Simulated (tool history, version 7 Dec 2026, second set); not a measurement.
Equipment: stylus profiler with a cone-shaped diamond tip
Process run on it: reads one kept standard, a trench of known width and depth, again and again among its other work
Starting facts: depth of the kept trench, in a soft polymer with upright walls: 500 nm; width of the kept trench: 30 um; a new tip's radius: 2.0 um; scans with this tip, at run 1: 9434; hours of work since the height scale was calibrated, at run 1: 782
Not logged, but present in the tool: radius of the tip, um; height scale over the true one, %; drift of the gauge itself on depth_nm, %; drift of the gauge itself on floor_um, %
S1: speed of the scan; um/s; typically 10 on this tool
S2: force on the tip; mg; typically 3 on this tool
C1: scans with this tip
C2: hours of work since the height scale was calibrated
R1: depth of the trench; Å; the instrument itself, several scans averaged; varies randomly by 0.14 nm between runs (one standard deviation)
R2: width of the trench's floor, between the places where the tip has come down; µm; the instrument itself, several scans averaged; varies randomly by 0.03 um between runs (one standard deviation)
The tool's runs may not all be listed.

| run | day | S1 | S2 | C1 | C2 | R1 | R2 |
|---|---|---|---|---|---|---|---|
| 1 | 0 | 10 | 3 | 9434 | 782 | 5086.7 | 26.16 |
| 2 | 0.358 | 10 | 3 | 9514 | 789 | 5086.4 | 26.07 |
| 3 | 1.067 | 10 | 3 | 9674 | 802 | 5088.4 | 26.1 |
| 4 | 1.742 | 10 | 3.85 | 9827 | 815 | 5099.7 | 26.09 |
| 5 | 2.5 | 10 | 3.85 | 9997 | 829 | 5102.9 | 26.06 |
| 6 | 2.971 | 10 | 3.85 | 10103 | 838 | 5104.1 | 26.05 |
| 7 | 3.325 | 10 | 3.85 | 10184 | 844 | 5102.6 | 26.03 |
| 8 | 4.067 | 10 | 3.85 | 10351 | 858 | 5104.8 | 25.99 |
| 9 | 4.533 | 10 | 3.85 | 10456 | 867 | 5105.6 | 26 |
| 10 | 5.004 | 10 | 3.85 | 10563 | 876 | 5103.7 | 25.97 |
| 11 | 5.7 | 3 | 3.85 | 10719 | 889 | 5103.5 | 26.01 |
| 12 | 6.2 | 3 | 3.85 | 10832 | 898 | 5104.2 | 25.97 |
| 13 | 6.588 | 10 | 3 | 10920 | 905 | 5091.9 | 25.87 |
| 14 | 7.325 | 10 | 8.48 | 11086 | 919 | 5168.3 | 25.99 |
| 15 | 8.021 | 26 | 1.73 | 11242 | 932 | 5064 | 25.78 |
| 16 | 8.483 | 26 | 1.73 | 11347 | 941 | 5065.5 | 25.78 |
|  | 8.55 | height scale calibrated on a step standard |
| 17 | 8.946 | 4 | 2.69 | 11446 | 7 | 5089.2 | 25.94 |
| 18 | 9.721 | 2 | 4.85 | 11621 | 22 | 5124.3 | 25.9 |
| 19 | 10.312 | 9 | 4.85 | 11755 | 33 | 5121.8 | 25.83 |
| 20 | 10.638 | 24 | 7.62 | 11827 | 39 | 5165.1 | 25.83 |
| 21 | 11.408 | 6 | 1.35 | 12002 | 53 | 5060.3 | 25.86 |
| 22 | 11.992 | 32 | 1.47 | 12133 | 64 | 5065.4 | 25.6 |
|  | 12.117 | height scale calibrated on a step standard, once more |
| 23 | 12.5 | 2 | 6.55 | 12243 | 7 | 5133.7 | 25.88 |
| 24 | 12.929 | 4 | 8.43 | 12340 | 15 | 5158 | 25.89 |
| 25 | 13.683 | 4 | 8.43 | 12510 | 29 | 5159.3 | 25.73 |
| 26 | 14.112 | 4 | 8.43 | 12607 | 37 | 5153.6 | 25.82 |
| 27 | 14.812 | 4 | 8.43 | 12765 | 50 | 5156.6 | 25.8 |
| 28 | 15.479 | 30 | 5.87 | 12915 | 63 | 5123.9 | 25.74 |

5 options for the next run, each taken on its own from the tool as it stands now. Forecast them:
| A | 15.946 | 7 | 5.87 | 13020 | 72 | ? | ? |
| B | 15.946 | 6 | 5.53 | 13020 | 72 | ? | ? |
| C | 15.946 | 7 | 3.71 | 13020 | 72 | ? | ? |
| D | 15.946 | 3 | 6.36 | 13020 | 72 | ? | ? |
| E | 15.946 | 3 | 1.42 | 13020 | 72 | ? | ? |

| run | R1 | R2 |
|---|---|---|
| A | 5120.9 | 25.79 |
| B | 5119.1 | 25.73 |
| C | 5090.1 | 25.71 |
| D | 5128 | 25.73 |
| E | 5047.9 | 25.77 |
Take away the tool's hidden state, keep each run's random variation, and the runs would have read:
| run | R1 | R2 |
|---|---|---|
| A | 5122.4 | 27.36 |
| B | 5120.5 | 27.3 |
| C | 5091.6 | 27.28 |
| D | 5129.5 | 27.3 |
| E | 5049.3 | 27.33 |

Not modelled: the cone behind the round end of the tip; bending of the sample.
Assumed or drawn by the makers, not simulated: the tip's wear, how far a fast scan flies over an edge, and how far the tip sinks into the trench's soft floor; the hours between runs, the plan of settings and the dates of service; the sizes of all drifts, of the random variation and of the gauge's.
